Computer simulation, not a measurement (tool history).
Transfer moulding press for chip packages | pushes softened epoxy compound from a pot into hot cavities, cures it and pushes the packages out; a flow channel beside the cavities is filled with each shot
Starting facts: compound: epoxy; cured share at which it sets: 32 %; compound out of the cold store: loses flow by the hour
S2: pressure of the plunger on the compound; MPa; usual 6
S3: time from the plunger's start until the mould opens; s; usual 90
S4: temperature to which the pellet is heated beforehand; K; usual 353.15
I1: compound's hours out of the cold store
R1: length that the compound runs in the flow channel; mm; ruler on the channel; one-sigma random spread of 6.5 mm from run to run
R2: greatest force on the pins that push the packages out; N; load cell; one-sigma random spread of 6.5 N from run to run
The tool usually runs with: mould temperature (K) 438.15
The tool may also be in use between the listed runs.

run 1 hour=0 | mould_temperature_(K)=438.15 S2=6 S3=90 S4=353.15 | I1=23.6 | R1=849 R2=250
-- hour=18 cavities cleaned with cleaning compound and waxed
run 2 hour=62.9 | mould_temperature_(K)=438.15 S2=6 S3=90 S4=353.15 | I1=15.9 | R1=874 R2=262
-- hour=105.2 cavities cleaned with cleaning compound and waxed
run 3 hour=105.2 | mould_temperature_(K)=438.15 S2=6 S3=90 S4=353.15 | I1=8.5 | R1=907 R2=274
run 4 hour=178.6 | mould_temperature_(K)=438.15 S2=6 S3=90 S4=353.15 | I1=35 | R1=797 R2=252
-- hour=193.2 cavities cleaned with cleaning compound and waxed
run 5 hour=227.7 | mould_temperature_(K)=438.15 S2=6 S3=90 S4=348.15 | I1=13.5 | R1=884 R2=264
-- hour=278.5 cavities cleaned with cleaning compound and waxed
run 6 hour=290.3 | mould_temperature_(K)=438.15 S2=6 S3=85 S4=353.15 | I1=45.7 | R1=749 R2=275
run 7 hour=354.7 | mould_temperature_(K)=438.15 S2=6 S3=85 S4=353.15 | I1=13 | R1=892 R2=291
-- hour=365.9 cavities cleaned with cleaning compound and waxed
run 8 hour=400.4 | mould_temperature_(K)=438.15 S2=6 S3=85 S4=353.15 | I1=40 | R1=775 R2=258
-- hour=432.2 plunger's sealing rings changed
run 9 hour=451 | mould_temperature_(K)=440.15 S2=6 S3=108 S4=353.15 | I1=31.7 | R1=807 R2=182
-- hour=458.1 cavities cleaned with cleaning compound and waxed
run 10 hour=496.4 | mould_temperature_(K)=438.15 S2=6.69 S3=90 S4=362.15 | I1=46.8 | R1=786 R2=234
-- hour=546 cavities cleaned with cleaning compound and waxed
run 11 hour=570.8 | mould_temperature_(K)=438.15 S2=7.32 S3=121 S4=349.15 | I1=20.4 | R1=959 R2=178
-- hour=635 cavities cleaned with cleaning compound and waxed
run 12 hour=642.2 | mould_temperature_(K)=438.15 S2=7.32 S3=121 S4=349.15 | I1=18.1 | R1=960 R2=168
run 13 hour=690.2 | mould_temperature_(K)=438.15 S2=7.32 S3=121 S4=349.15 | I1=36.1 | R1=876 R2=164
-- hour=722.3 cavities cleaned with cleaning compound and waxed
run 14 hour=760.4 | mould_temperature_(K)=438.15 S2=6 S3=90 S4=353.15 | I1=15.4 | R1=885 R2=251

Consider 5 possible next runs. They are alternatives, not a sequence: every one starts from the tool as it was left by run 14. What does each give?
run A hour=802.7 | mould_temperature_(K)=444.15 S2=6 S3=90 S4=363.15 | I1=27.7 | R1=? R2=?
run B hour=802.7 | mould_temperature_(K)=438.15 S2=6 S3=98 S4=353.15 | I1=29.6 | R1=? R2=?
run C hour=802.7 | mould_temperature_(K)=438.15 S2=7.39 S3=102 S4=357.15 | I1=20.2 | R1=? R2=?
run D hour=802.7 | mould_temperature_(K)=431.15 S2=6 S3=90 S4=353.15 | I1=22 | R1=? R2=?
run E hour=802.7 | mould_temperature_(K)=438.15 S2=6 S3=79 S4=353.15 | I1=10.4 | R1=? R2=?

run=A R1=819 R2=193
run=B R1=815 R2=210
run=C R1=953 R2=209
run=D R1=867 R2=410
run=E R1=910 R2=362
What these runs would have given with no unlogged condition in the tool:
run=A R1=820 R2=190
run=B R1=816 R2=206
run=C R1=954 R2=206
run=D R1=868 R2=404
run=E R1=911 R2=357

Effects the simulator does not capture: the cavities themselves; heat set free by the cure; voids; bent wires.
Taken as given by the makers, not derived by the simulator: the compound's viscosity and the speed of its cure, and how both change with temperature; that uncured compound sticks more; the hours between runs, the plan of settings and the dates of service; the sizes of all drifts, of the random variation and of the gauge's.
